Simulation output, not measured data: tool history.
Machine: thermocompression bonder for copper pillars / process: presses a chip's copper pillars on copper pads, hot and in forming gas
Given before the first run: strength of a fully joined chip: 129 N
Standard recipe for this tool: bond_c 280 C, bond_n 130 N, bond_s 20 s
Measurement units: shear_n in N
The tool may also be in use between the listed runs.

run,hour,bond_c,bond_n,bond_s,shear_n
1,0,280,130,20,54.7
2,32,280,130,20,55
3,84.3,280,158,20,64.7
# hour 113.7: heater calibrated with a thermocouple chip
4,127.4,280,158,20,68.3
5,165.5,280,158,20,68.2
# hour 223.1: heater calibrated with a thermocouple chip, once more
6,225.9,280,130,18,46.8
# hour 269.8: forming gas filter changed
7,279.9,280,130,18,48.5
8,306.1,280,130,20,50.6
9,358.4,251,130,20,31.2
10,418,251,130,20,31
11,443.1,280,130,20,50.4
12,499.8,280,130,20,49.7
13,531.5,280,130,20,50.2
14,578.5,263,130,20,38.2
15,604.2,263,130,20,37.7
16,631.4,263,130,20,38.1
17,672.6,263,130,20,38.2
18,726.7,263,130,20,38
# hour 752.6: forming gas filter changed
19,785.2,252,130,22,34.2
20,814.3,273,90,33,39.8
21,854.3,280,130,11,41
22,913.7,280,130,55,74.6
23,949.4,297,130,44,83.6
24,975.1,297,91,26,51.9
25,1032.4,292,171,55,99.1
26,1065.8,292,171,55,98.7
27,1094.4,299,98,55,73.1
28,1134,299,98,55,73.2
29,1178.2,258,130,20,36.6
30,1218.9,258,130,31,43.5
# hour 1238.7: forming gas filter changed
31,1271.9,292,82,16,36.6
32,1326.6,292,81,16,36.1
33,1351.4,292,81,16,36.6
34,1379.9,292,81,16,36.6
35,1426.6,277,91,34,45

What if the next run were any one of these 5? Each begins from the tool's condition after run 35:
A,1459.8,282,128,57,?
B,1459.8,267,171,30,?
C,1459.8,294,79,15,?
D,1459.8,256,91,46,?
E,1459.8,264,98,11,?

run,shear_n
A,78.2
B,66.6
C,35.2
D,35.9
E,23.8
Without the tool's unlogged condition, the same runs would have read:
run,shear_n
A,73.4
B,61.7
C,32
D,32.3
E,21.3
